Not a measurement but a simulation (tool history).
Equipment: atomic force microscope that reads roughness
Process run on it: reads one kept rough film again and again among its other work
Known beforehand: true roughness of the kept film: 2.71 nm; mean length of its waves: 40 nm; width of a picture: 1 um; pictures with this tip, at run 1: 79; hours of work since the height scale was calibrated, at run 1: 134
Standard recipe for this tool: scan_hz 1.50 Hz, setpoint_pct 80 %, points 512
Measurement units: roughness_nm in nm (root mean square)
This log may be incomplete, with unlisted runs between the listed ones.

run	hour	scan_hz	setpoint_pct	points	pictures with this tip	hours of work since the height scale was calibrated	roughness_nm
1	0.0	1.50	80	512	79	134	2.107
2	8.4	0.79	80	512	88	139	2.186
3	16.2	0.79	80	512	96	143	2.162
4	21.6	0.79	80	512	101	145	2.160
5	27.2	0.79	80	710	106	148	2.138
# hour 28.9: height scale calibrated on a step standard
6	34.7	0.79	80	710	113	3	2.123
7	42.5	0.79	80	710	121	7	2.127
8	49.2	0.79	80	710	127	10	2.101
9	54.3	2.60	80	798	132	13	1.831
# hour 57.3: height scale calibrated on a step standard, once more
10	59.4	2.66	80	268	136	1	1.801
11	63.2	2.66	57	429	140	3	2.089
12	67.1	1.50	80	831	144	5	1.952

How the hidden state differs across the entries between the runs, from the last listed run before each to the first after it:
After run 5, before run 6: height scale calibrated on a step standard (hour 28.9)
  radius of the tip, nm: 28.5 -> 29.7; height scale over the true one, %: 0.36 -> 0.58
  difference, measured minus the result without the unlogged condition, roughness_nm: -0.238 -> -0.249 nm (root mean square)
After run 9, before run 10: height scale calibrated on a step standard, once more (hour 57.3)
  radius of the tip, nm: 33.1 -> 33.8; height scale over the true one, %: 0.6 -> 0.07
  difference, measured minus the result without the unlogged condition, roughness_nm: -0.252 -> -0.268 nm (root mean square)
